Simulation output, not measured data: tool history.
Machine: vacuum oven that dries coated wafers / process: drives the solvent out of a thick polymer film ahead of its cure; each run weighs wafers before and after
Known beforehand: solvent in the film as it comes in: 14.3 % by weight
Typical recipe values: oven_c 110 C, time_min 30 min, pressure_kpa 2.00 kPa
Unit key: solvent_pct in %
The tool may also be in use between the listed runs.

run,hour,oven_c,time_min,pressure_kpa,solvent_pct
1,0.0,110,30,2.00,1.38
2,23.7,110,30,2.00,1.38
3,67.8,110,30,2.00,1.37
4,102.1,96,30,2.00,4.38
5,125.9,96,30,2.00,4.35
6,170.5,96,30,2.00,4.35
7,211.5,96,30,2.00,4.35
8,235.1,110,30,2.95,1.63
9,279.5,110,30,2.00,1.35
# hour 284.1: oven's thermocouples calibrated
10,318.1,110,30,2.00,1.33
11,357.9,110,30,2.00,1.33
12,394.5,110,24,2.00,1.80
13,421.0,110,30,2.00,1.33
# hour 429.2: oven's thermocouples calibrated, once more
14,463.7,110,30,6.08,2.79
15,494.0,101,23,4.85,5.34
16,512.2,113,20,2.66,2.28
17,530.6,113,20,2.66,2.28
18,570.4,96,16,1.88,7.06
19,602.5,110,30,3.15,1.92
20,637.5,110,30,3.15,1.91
21,677.2,110,26,1.09,1.66
22,718.1,124,48,2.00,0.49
23,750.6,106,30,1.70,2.18
24,789.7,110,30,3.76,2.09
25,826.1,120,26,1.36,0.63
26,866.2,110,40,2.86,1.37
27,910.4,110,40,2.86,1.37

Forecast each of these 3 alternatives for the next run:
A,930.7,122,40,2.86,?
B,930.7,110,43,7.92,?
C,930.7,114,33,7.71,?

run,solvent_pct
A,0.74
B,2.85
C,2.48
With no hidden state in the tool, these same runs would have given:
run,solvent_pct
A,0.62
B,2.70
C,2.36
